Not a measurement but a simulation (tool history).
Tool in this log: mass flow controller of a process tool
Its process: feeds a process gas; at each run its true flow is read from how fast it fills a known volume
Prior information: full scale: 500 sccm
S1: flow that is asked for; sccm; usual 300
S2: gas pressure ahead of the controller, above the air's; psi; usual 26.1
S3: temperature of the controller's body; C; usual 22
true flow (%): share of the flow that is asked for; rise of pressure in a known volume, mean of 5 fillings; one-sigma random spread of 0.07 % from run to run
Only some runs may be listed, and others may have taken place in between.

Run 1, hour 0.0: usual settings. Result: true flow (%) 99.33.
Run 2, hour 98.0: usual settings but S2 23.5 psi. Result: true flow (%) 99.40.
Run 3, hour 245.3: usual settings but S2 23.5 psi. Result: true flow (%) 99.20.
Run 4, hour 325.5: usual settings. Result: true flow (%) 99.36.
Run 5, hour 442.8: usual settings but S1 500 sccm. Result: true flow (%) 99.96.
Run 6, hour 551.1: usual settings but S1 83 sccm. Result: true flow (%) 98.72.
Run 7, hour 688.4: usual settings but S1 83 sccm. Result: true flow (%) 98.77.
Run 8, hour 822.1: usual settings. Result: true flow (%) 99.32.
Run 9, hour 949.0: usual settings. Result: true flow (%) 99.33.
Run 10, hour 1075.1: usual settings. Result: true flow (%) 99.35.
Run 11, hour 1156.7: usual settings. Result: true flow (%) 99.42.
Run 12, hour 1250.8: usual settings. Result: true flow (%) 99.36.
Run 13, hour 1369.8: usual settings. Result: true flow (%) 99.40.
Run 14, hour 1454.9: usual settings but S1 224 sccm. Result: true flow (%) 99.13.
Run 15, hour 1563.3: usual settings but S1 281 sccm. Result: true flow (%) 99.18.
Run 16, hour 1675.7: usual settings but S2 34.8 psi. Result: true flow (%) 99.49.
Run 17, hour 1783.5: usual settings but S2 34.8 psi. Result: true flow (%) 99.42.
Run 18, hour 1911.6: usual settings. Result: true flow (%) 99.24.
Run 19, hour 1997.8: usual settings. Result: true flow (%) 99.48.
Run 20, hour 2132.8: usual settings but S2 33.4 psi. Result: true flow (%) 99.44.
Run 21, hour 2277.5: usual settings but S1 112 sccm. Result: true flow (%) 98.82.
Run 22, hour 2355.6: usual settings but S1 112 sccm. Result: true flow (%) 98.88.
Run 23, hour 2479.8: usual settings but S1 256 sccm, S2 30.5 psi, S3 23 C. Result: true flow (%) 99.33.
Run 24, hour 2605.2: usual settings but S1 137 sccm, S2 40.6 psi, S3 26 C. Result: true flow (%) 99.21.

Run 25 comes next. What will it give?
Run 25, hour 2710.6: usual settings but S1 137 sccm, S2 40.6 psi, S3 26 C. Result: true flow (%) ?.

Run 25 measured true flow (%) 99.27.
Without the tool's hidden state the same run would have given true flow (%) 99.26.
